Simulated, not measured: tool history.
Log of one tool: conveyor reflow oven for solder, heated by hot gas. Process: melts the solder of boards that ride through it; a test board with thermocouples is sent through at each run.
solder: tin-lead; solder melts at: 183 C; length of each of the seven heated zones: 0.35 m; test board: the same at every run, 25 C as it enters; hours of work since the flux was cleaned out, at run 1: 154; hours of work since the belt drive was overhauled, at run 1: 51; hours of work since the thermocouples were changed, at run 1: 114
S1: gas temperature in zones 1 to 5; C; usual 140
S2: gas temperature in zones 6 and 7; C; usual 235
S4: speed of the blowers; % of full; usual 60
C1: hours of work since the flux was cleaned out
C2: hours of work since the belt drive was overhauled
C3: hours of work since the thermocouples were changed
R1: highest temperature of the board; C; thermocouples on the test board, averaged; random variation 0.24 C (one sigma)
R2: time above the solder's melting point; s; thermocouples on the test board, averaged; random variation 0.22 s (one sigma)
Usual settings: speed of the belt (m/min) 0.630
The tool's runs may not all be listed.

Run 1, hour 0.0: usual settings; C1 154; C2 51; C3 114. Result: R1 215.8 C, R2 48.9 s.
Run 2, hour 25.9: usual settings but speed of the belt (m/min) 0.745; C1 165; C2 62; C3 126. Result: R1 209.9 C, R2 36.0 s.
Run 3, hour 53.0: usual settings but S1 147 C; C1 177; C2 74; C3 138. Result: R1 217.2 C, R2 52.6 s.
Run 4, hour 66.9: usual settings but S1 147 C; C1 183; C2 80; C3 144. Result: R1 217.0 C, R2 52.4 s.
Run 5, hour 90.4: usual settings but S1 147 C; C1 194; C2 91; C3 154. Result: R1 216.9 C, R2 52.1 s.
Run 6, hour 117.0: usual settings but S4 72 % of full; C1 205; C2 102; C3 166. Result: R1 217.8 C, R2 50.2 s.
Run 7, hour 144.2: usual settings but S4 72 % of full; C1 217; C2 114; C3 178. Result: R1 217.5 C, R2 50.5 s.
Run 8, hour 168.4: usual settings but S4 57 % of full; C1 228; C2 125; C3 188. Result: R1 214.2 C, R2 48.2 s.
Run 9, hour 182.5: usual settings but S4 57 % of full; C1 234; C2 131; C3 195. Result: R1 214.4 C, R2 48.1 s.
Run 10, hour 200.9: usual settings but S4 57 % of full; C1 242; C2 139; C3 203. Result: R1 214.2 C, R2 48.3 s.
Run 11, hour 223.4: usual settings but S4 57 % of full; C1 252; C2 149; C3 213. Result: R1 214.8 C, R2 48.1 s.
Run 12, hour 252.1: usual settings but S4 57 % of full; C1 265; C2 162; C3 225. Result: R1 214.3 C, R2 48.0 s.
Run 13, hour 268.8: usual settings but S1 153 C, S4 57 % of full; C1 272; C2 169; C3 233. Result: R1 217.6 C, R2 54.5 s.
Run 14, hour 286.0: usual settings but S1 153 C, S4 57 % of full; C1 280; C2 177; C3 240. Result: R1 217.1 C, R2 54.4 s.
Run 15, hour 300.3: usual settings but S1 152 C; C1 286; C2 183; C3 246. Result: R1 217.3 C, R2 54.7 s.
Run 16, hour 331.5: usual settings but S1 154 C, S2 228 C, speed of the belt (m/min) 0.671, S4 70 % of full; C1 300; C2 197; C3 260. Result: R1 212.0 C, R2 47.9 s.
Run 17, hour 357.1: usual settings but S4 69 % of full; C1 311; C2 208; C3 271. Result: R1 216.8 C, R2 49.5 s.
Run 18, hour 390.2: usual settings but S1 141 C, speed of the belt (m/min) 0.736, S4 87 % of full; C1 326; C2 222; C3 286. Result: R1 214.2 C, R2 40.8 s.
Run 19, hour 409.5: usual settings but S1 131 C, S2 246 C, speed of the belt (m/min) 0.552, S4 59 % of full; C1 334; C2 231; C3 294. Result: R1 226.8 C, R2 61.6 s.
Run 20, hour 425.9: usual settings but S1 148 C, S2 247 C, speed of the belt (m/min) 0.552, S4 59 % of full; C1 341; C2 238; C3 302. Result: R1 230.8 C, R2 69.2 s.
At hour 432.6: belt drive overhauled, speed set with a stopwatch.
Run 21, hour 443.4: usual settings but S1 148 C, S2 247 C, speed of the belt (m/min) 0.552, S4 59 % of full; C1 347; C2 5; C3 308. Result: R1 231.0 C, R2 69.2 s.
At hour 466.2: flux residue cleaned out of gas plates and filters.
Run 22, hour 466.2: usual settings but S1 148 C, S2 247 C, speed of the belt (m/min) 0.552, S4 59 % of full; C1 0; C2 13; C3 315. Result: R1 232.6 C, R2 70.3 s.
Run 23, hour 482.5: usual settings but S1 150 C, S2 245 C, speed of the belt (m/min) 0.631, S4 77 % of full; C1 7; C2 20; C3 323. Result: R1 229.9 C, R2 61.1 s.
Run 24, hour 497.0: usual settings but S1 134 C, S4 82 % of full; C1 14; C2 26; C3 329. Result: R1 219.8 C, R2 50.9 s.
Run 25, hour 527.5: usual settings but S2 231 C, speed of the belt (m/min) 0.709; C1 27; C2 40; C3 342. Result: R1 209.5 C, R2 38.8 s.
Run 26, hour 542.3: usual settings but S2 231 C, speed of the belt (m/min) 0.709; C1 33; C2 46; C3 349. Result: R1 209.8 C, R2 38.7 s.
At hour 561.9: belt drive overhauled, speed set with a stopwatch, once more.
Run 27, hour 567.3: usual settings but S2 237 C, speed of the belt (m/min) 0.752; C1 43; C2 2; C3 358. Result: R1 211.6 C, R2 37.5 s.
Run 28, hour 596.6: usual settings but speed of the belt (m/min) 0.759; C1 56; C2 15; C3 371. Result: R1 209.6 C, R2 35.8 s.
Run 29, hour 610.7: usual settings but S1 143 C, S2 225 C, speed of the belt (m/min) 0.552; C1 62; C2 21; C3 377. Result: R1 212.7 C, R2 55.9 s.
Run 30, hour 626.7: usual settings but S1 134 C, S2 229 C, speed of the belt (m/min) 0.618, S4 89 % of full; C1 69; C2 28; C3 384. Result: R1 215.5 C, R2 49.0 s.

3 ways to go on from here, each from the tool as it stands after run 30. What would each give?
Run A, hour 650.1: usual settings but S1 134 C, S2 229 C, speed of the belt (m/min) 0.638, S4 55 % of full; C1 79; C2 39; C3 395. Result: R1 ?, R2 ?.
Run B, hour 650.1: usual settings but S4 70 % of full; C1 79; C2 39; C3 395. Result: R1 ?, R2 ?.
Run C, hour 650.1: usual settings but speed of the belt (m/min) 0.735; C1 79; C2 39; C3 395. Result: R1 ?, R2 ?.

run     R1    R2
  A  208.6  40.7
  B  218.3  51.1
  C  211.0  38.6
Without the tool's hidden state the same runs would have given:
run     R1    R2
  A  208.8  41.0
  B  218.5  51.4
  C  211.3  38.9

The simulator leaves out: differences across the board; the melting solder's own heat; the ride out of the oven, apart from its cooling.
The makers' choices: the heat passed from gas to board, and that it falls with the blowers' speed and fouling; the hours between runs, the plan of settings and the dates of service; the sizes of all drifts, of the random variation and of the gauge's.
